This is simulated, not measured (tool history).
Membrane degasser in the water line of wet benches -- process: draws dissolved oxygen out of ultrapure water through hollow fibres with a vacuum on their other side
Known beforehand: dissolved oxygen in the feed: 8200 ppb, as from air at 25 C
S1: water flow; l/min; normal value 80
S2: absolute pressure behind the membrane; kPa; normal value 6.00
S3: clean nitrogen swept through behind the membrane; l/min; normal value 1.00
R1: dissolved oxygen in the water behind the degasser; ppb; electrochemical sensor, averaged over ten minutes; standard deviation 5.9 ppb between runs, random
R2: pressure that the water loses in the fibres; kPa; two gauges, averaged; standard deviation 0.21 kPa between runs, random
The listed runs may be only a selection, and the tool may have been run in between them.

run 1 day=0.000 | S1=80 S2=6.00 S3=1.00 | R1=617.0 R2=47.50
run 2 day=2.475 | S1=80 S2=6.00 S3=1.00 | R1=620.4 R2=48.03
run 3 day=5.021 | S1=80 S2=6.00 S3=1.00 | R1=609.3 R2=47.78
run 4 day=7.279 | S1=80 S2=6.00 S3=1.00 | R1=630.1 R2=47.85
run 5 day=9.142 | S1=80 S2=6.00 S3=1.00 | R1=620.9 R2=47.61
run 6 day=11.633 | S1=57 S2=6.00 S3=1.00 | R1=439.0 R2=34.03
run 7 day=14.708 | S1=57 S2=6.00 S3=1.00 | R1=440.0 R2=33.97
run 8 day=17.662 | S1=80 S2=6.00 S3=1.00 | R1=621.6 R2=47.68
run 9 day=20.517 | S1=80 S2=6.00 S3=1.00 | R1=615.4 R2=47.54
run 10 day=21.775 | S1=80 S2=6.00 S3=1.00 | R1=624.9 R2=47.57
run 11 day=23.654 | S1=80 S2=6.00 S3=1.00 | R1=610.5 R2=47.34
run 12 day=25.817 | S1=80 S2=14.40 S3=1.00 | R1=1539.0 R2=47.45
run 13 day=27.829 | S1=80 S2=6.00 S3=1.00 | R1=629.7 R2=47.83
run 14 day=30.667 | S1=80 S2=6.00 S3=1.00 | R1=626.0 R2=47.86
run 15 day=32.175 | S1=80 S2=6.00 S3=1.00 | R1=624.0 R2=47.82
run 16 day=34.758 | S1=80 S2=6.00 S3=1.00 | R1=621.5 R2=48.17
run 17 day=37.150 | S1=80 S2=6.00 S3=1.00 | R1=616.2 R2=48.18
run 18 day=38.671 | S1=80 S2=4.45 S3=0.41 | R1=537.8 R2=47.48
run 19 day=41.708 | S1=64 S2=7.26 S3=1.00 | R1=624.6 R2=38.24
run 20 day=43.683 | S1=64 S2=7.26 S3=1.00 | R1=628.2 R2=38.27
run 21 day=45.171 | S1=76 S2=7.66 S3=2.57 | R1=515.3 R2=45.60
run 22 day=47.258 | S1=76 S2=7.66 S3=2.57 | R1=511.3 R2=45.12
run 23 day=49.142 | S1=76 S2=7.66 S3=2.57 | R1=523.6 R2=45.28
run 24 day=50.600 | S1=80 S2=6.00 S3=2.70 | R1=441.2 R2=48.01
run 25 day=52.275 | S1=80 S2=6.00 S3=2.70 | R1=439.4 R2=47.98
run 26 day=54.342 | S1=80 S2=6.72 S3=1.61 | R1=589.9 R2=48.10
run 27 day=56.304 | S1=80 S2=8.80 S3=0.46 | R1=1332.9 R2=48.24
run 28 day=58.833 | S1=80 S2=8.80 S3=0.46 | R1=1297.1 R2=47.95
run 29 day=60.838 | S1=53 S2=3.63 S3=0.51 | R1=215.7 R2=31.87
run 30 day=63.104 | S1=48 S2=11.60 S3=0.42 | R1=1353.5 R2=28.59
run 31 day=65.075 | S1=75 S2=11.60 S3=1.72 | R1=903.2 R2=44.96
run 32 day=67.533 | S1=49 S2=5.26 S3=1.00 | R1=312.6 R2=29.12
run 33 day=69.000 | S1=58 S2=5.26 S3=0.51 | R1=495.0 R2=34.72

Below are 3 alternative next runs, each starting from the tool's condition after run 33. Predict each:
run A day=71.971 | S1=53 S2=4.64 S3=0.52 | R1=? R2=?
run B day=71.971 | S1=80 S2=4.06 S3=1.00 | R1=? R2=?
run C day=71.971 | S1=119 S2=5.71 S3=0.97 | R1=? R2=?

run=A R1=360.8 R2=31.48
run=B R1=390.4 R2=47.71
run=C R1=875.6 R2=71.32
Without the tool's hidden state the same runs would have given:
run=A R1=342.3 R2=30.96
run=B R1=367.2 R2=46.93
run=C R1=845.2 R2=70.15

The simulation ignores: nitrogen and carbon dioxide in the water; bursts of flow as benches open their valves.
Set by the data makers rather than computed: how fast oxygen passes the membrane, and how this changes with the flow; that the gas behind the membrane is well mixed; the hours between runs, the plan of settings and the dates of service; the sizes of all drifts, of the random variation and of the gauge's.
